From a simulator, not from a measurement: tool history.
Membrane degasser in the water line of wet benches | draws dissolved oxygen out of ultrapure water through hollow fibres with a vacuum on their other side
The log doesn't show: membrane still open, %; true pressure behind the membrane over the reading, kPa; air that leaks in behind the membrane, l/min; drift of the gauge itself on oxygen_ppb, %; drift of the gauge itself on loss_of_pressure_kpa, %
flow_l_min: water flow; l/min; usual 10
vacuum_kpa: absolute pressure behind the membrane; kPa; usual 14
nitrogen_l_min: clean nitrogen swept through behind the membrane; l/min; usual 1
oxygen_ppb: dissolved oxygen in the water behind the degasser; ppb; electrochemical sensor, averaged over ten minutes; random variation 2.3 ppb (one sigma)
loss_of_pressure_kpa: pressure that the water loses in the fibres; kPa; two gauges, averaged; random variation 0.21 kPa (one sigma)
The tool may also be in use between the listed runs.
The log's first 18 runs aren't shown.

| run | day | flow_l_min | vacuum_kpa | nitrogen_l_min | hours since the membrane was changed | hours since the vacuum gauge was calibrated | hours since the vacuum lines were made tight | oxygen_ppb | loss_of_pressure_kpa |
|---|---|---|---|---|---|---|---|---|---|
| 19 | 26.979 | 8 | 21.1 | 0.47 | 2215 | 8596 | 384 | 640.2 | 37.57 |
|  | 28.254 | vacuum gauge calibrated |
| 20 | 28.908 | 8 | 21.1 | 0.47 | 2261 | 16 | 430 | 643.5 | 37.94 |
| 21 | 31.321 | 10 | 8.6 | 1.45 | 2319 | 74 | 488 | 94.4 | 46.95 |
| 22 | 33.108 | 10 | 8.6 | 1.45 | 2362 | 117 | 531 | 93.8 | 46.8 |
| 23 | 35.546 | 6 | 15.8 | 0.43 | 2420 | 175 | 589 | 385.8 | 28.18 |
| 24 | 37.192 | 7 | 14 | 1 | 2460 | 214 | 629 | 182.6 | 32.73 |
| 25 | 38.221 | 7 | 14 | 1 | 2485 | 239 | 654 | 183.4 | 32.51 |
| 26 | 40.088 | 7 | 14 | 1 | 2529 | 284 | 699 | 182.2 | 32.74 |
| 27 | 42.308 | 7 | 14 | 1 | 2583 | 337 | 752 | 180.5 | 33.02 |
| 28 | 43.912 | 9 | 23.1 | 0.62 | 2621 | 376 | 790 | 619.6 | 41.95 |
| 29 | 45.8 | 9 | 23.1 | 0.62 | 2666 | 421 | 836 | 630 | 41.99 |
| 30 | 47.546 | 10 | 18.5 | 1.81 | 2708 | 463 | 877 | 208.9 | 46.99 |
| 31 | 48.633 | 8 | 23.9 | 0.47 | 2734 | 489 | 904 | 749.9 | 37.42 |
| 32 | 49.958 | 10 | 20.3 | 1.68 | 2766 | 521 | 935 | 244.9 | 46.73 |

3 ways to go on from here, each from the tool as it stands after run 32. What would each give?
| A | 51.512 | 7 | 17.8 | 1.68 | 2804 | 558 | 973 | ? | ? |
| B | 51.512 | 8 | 22.4 | 0.48 | 2804 | 558 | 973 | ? | ? |
| C | 51.512 | 8 | 20.3 | 1.43 | 2804 | 558 | 973 | ? | ? |

| run | oxygen_ppb | loss_of_pressure_kpa |
|---|---|---|
| A | 152.7 | 33.21 |
| B | 673 | 37.27 |
| C | 227.3 | 37.39 |
Without the tool's hidden state the same runs would have given:
| run | oxygen_ppb | loss_of_pressure_kpa |
|---|---|---|
| A | 152.7 | 33.19 |
| B | 672.8 | 37.25 |
| C | 227.2 | 37.37 |
